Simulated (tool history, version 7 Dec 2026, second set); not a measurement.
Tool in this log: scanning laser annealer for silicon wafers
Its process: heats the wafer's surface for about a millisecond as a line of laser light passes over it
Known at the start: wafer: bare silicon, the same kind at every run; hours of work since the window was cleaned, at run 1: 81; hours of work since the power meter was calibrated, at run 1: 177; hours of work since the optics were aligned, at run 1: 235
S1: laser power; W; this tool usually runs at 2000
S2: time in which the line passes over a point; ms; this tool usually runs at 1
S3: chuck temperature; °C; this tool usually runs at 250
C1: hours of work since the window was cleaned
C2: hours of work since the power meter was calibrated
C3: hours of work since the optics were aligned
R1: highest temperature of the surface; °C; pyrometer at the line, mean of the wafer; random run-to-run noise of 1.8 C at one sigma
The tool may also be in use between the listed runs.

run	hour	S1	S2	S3	C1	C2	C3	R1
1	0	2000	1	250	81	177	235	1004
2	14	2000	1	250	88	184	242	1005
3	33.7	2000	1	250	97	193	252	1004
4	50.7	2000	1	250	106	202	261	1002
5	68	2000	1	250	114	210	269	1004
6	79.4	2000	1	250	120	216	275	1004
7	93.3	2000	1	250	127	223	282	1004
8	102.6	2000	1	250	132	228	286	1002
9	114.2	1907	1.17	250	137	233	292	1025
10	127.6	1829	1.09	280	144	240	299	999
11	139.8	1829	1.09	280	150	246	305	1000
12	151	1927	0.77	274	156	252	310	913
13	171.7	1927	0.77	274	166	262	321	914
14	189.6	1889	1.22	250	175	271	329	1035
15	211.4	1889	1.22	250	185	282	340	1033
16	222.6	1769	1	250	191	287	346	917

Some steps in R1, run to run, broken into two amounts with sign: the step expected even without the hidden condition (settings, incoming material, random variation), and the rest, left for the hidden condition together with whatever gauge scatter is not in both the measured and the hidden-condition-free result:
Hidden state at play: light that passes the window, % of a clean one's; laser's true power over the reading, %; width of the line over the set one, %; drift of the gauge itself on peak_c, C.
Run 1 -> 2: no setting touched and nothing written in the log between the runs. R1 +1 °C: hidden state +1, all else +0.
Run 13 -> 14: S1 1927 -> 1889, S2 0.77 -> 1.22, S3 274 -> 250. R1 +121 °C: hidden state -1, all else +122.
